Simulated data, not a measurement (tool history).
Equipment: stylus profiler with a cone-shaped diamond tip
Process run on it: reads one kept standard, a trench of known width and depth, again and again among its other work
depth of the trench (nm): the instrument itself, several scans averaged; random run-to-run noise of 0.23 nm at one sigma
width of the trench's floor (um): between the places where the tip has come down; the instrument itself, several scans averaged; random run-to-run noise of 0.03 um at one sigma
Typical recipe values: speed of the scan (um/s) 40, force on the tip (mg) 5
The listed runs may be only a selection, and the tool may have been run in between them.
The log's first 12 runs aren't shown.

run	hour	speed of the scan (um/s)	force on the tip (mg)	depth of the trench (nm)	width of the trench's floor (um)
13	123.1	40	14.52	1029.71	25.58
14	137.2	40	14.52	1029.97	25.56
15	147.5	40	9.62	1022.45	25.57
16	153.9	40	5	1013.89	25.5
17	166.9	40	5	1014.04	25.46
18	179	40	5	1014.42	25.47
19	193.6	40	5	1014.57	25.44
20	203.2	40	8.23	1020.22	25.47
21	217.5	40	5	1014.25	25.39
22	224.9	40	5	1014.25	25.4
23	237.2	108	14.82	1030.59	25.23
24	249.8	39	7.88	1019.79	25.36
25	259.9	12	2.6	1008.68	25.38
26	271.6	144	13.89	1028.81	25.1
# hour 273: height scale calibrated on a step standard
27	287.4	48	8.96	1020.9	25.24
28	298	48	12.49	1026.58	25.28

Predict the results of run 29:
29	311.7	46	2.78	?	?

{"run 29": {"depth of the trench (nm)": 1008.86, "width of the trench's floor (um)": 25.14}}
With no hidden state in the tool, this same run would have given depth of the trench (nm) 1010.38, width of the trench's floor (um) 26.32.
